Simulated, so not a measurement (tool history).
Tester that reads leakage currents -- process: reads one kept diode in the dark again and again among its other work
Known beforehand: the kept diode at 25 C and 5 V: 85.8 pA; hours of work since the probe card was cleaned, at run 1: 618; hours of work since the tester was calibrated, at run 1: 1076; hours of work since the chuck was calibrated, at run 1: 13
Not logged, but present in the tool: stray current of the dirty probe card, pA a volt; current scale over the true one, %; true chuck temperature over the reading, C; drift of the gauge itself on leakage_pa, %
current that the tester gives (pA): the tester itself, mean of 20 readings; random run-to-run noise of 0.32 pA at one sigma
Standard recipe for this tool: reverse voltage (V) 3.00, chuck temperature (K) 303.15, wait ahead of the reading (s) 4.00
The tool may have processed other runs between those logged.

run,hour,reverse voltage (V),chuck temperature (K),wait ahead of the reading (s),hours of work since the probe card was cleaned,hours of work since the tester was calibrated,hours of work since the chuck was calibrated,current that the tester gives (pA)
1,0.0,3.00,303.15,4.00,618,1076,13,107.48
2,36.0,3.00,303.15,1.43,645,1104,40,107.91
3,89.9,3.00,303.15,5.39,686,1144,81,107.60
4,161.5,3.00,303.15,5.39,740,1198,135,109.06
5,210.8,3.00,303.15,5.39,777,1235,172,109.25
6,268.6,3.00,303.15,4.00,820,1279,215,109.79
7,318.5,3.00,303.15,4.00,858,1316,253,109.48
8,383.3,3.00,312.15,4.00,907,1365,302,240.43
9,417.1,3.00,312.15,4.00,932,1391,327,241.49
10,491.3,3.00,312.15,4.00,988,1447,383,241.86
11,531.4,3.00,303.15,4.00,1018,1477,414,112.22
12,585.5,3.00,312.15,4.00,1059,1518,454,243.36
13,659.6,3.00,312.15,4.00,1115,1574,510,246.29
14,690.2,3.00,303.15,0.53,1138,1597,533,114.18
15,757.8,3.00,303.15,0.53,1189,1647,584,115.53
16,805.0,3.00,303.15,0.53,1224,1683,620,115.20
17,839.8,3.00,303.15,4.00,1251,1709,646,114.42
18,884.6,3.00,303.15,4.00,1284,1743,680,115.27
19,935.0,3.00,303.15,4.00,1322,1781,718,116.00
20,1008.2,2.47,303.15,4.00,1378,1836,773,105.38
21,1046.8,2.47,331.15,4.00,1407,1865,802,1026.84
22,1122.6,3.00,314.15,4.00,1464,1922,859,300.73
23,1196.6,5.79,308.15,5.40,1520,1978,915,252.31
24,1267.2,2.91,303.15,4.00,1573,2031,968,117.30
25,1330.0,12.62,303.15,0.64,1620,2079,1015,251.32
26,1383.5,12.62,303.15,0.64,1660,2119,1056,251.77
27,1422.5,1.69,326.15,1.08,1690,2148,1085,597.21
28,1492.3,5.46,294.15,0.80,1742,2201,1138,74.77
29,1551.5,4.69,319.15,4.27,1787,2246,1182,577.50
30,1615.6,2.23,324.15,3.43,1835,2294,1231,594.31
31,1651.4,9.66,309.15,0.83,1862,2321,1258,370.78
32,1719.8,9.66,309.15,3.04,1914,2372,1309,371.86
33,1761.9,9.66,309.15,3.04,1946,2404,1341,373.78
34,1825.9,3.00,303.15,1.42,1994,2452,1389,124.46
35,1865.6,5.51,304.15,9.90,2024,2482,1419,185.08
36,1899.7,5.51,304.15,9.90,2049,2508,1445,186.04
37,1973.5,5.51,304.15,9.90,2105,2564,1500,187.72
38,2007.2,5.51,304.15,9.90,2130,2589,1526,186.92
39,2061.8,5.51,304.15,9.90,2172,2630,1567,188.09
40,2126.8,1.00,308.15,4.00,2221,2679,1616,113.79
41,2181.2,6.33,299.15,1.22,2262,2720,1657,133.06

What would each run have given without the hidden state, its run-to-run variation left as it was?
run,current that the tester gives (pA)
1,105.60
2,105.68
3,104.86
4,105.67
5,105.43
6,105.44
7,104.71
8,230.02
9,230.38
10,229.50
11,105.40
12,229.28
13,230.73
14,105.90
15,106.51
16,105.76
17,104.70
18,105.13
19,105.34
20,95.23
21,945.96
22,272.51
23,225.20
24,103.67
25,218.30
26,217.63
27,534.77
28,62.77
29,508.86
30,524.25
31,318.75
32,317.76
33,318.31
34,105.04
35,155.21
36,155.58
37,156.03
38,154.89
39,155.15
40,95.15
41,106.76
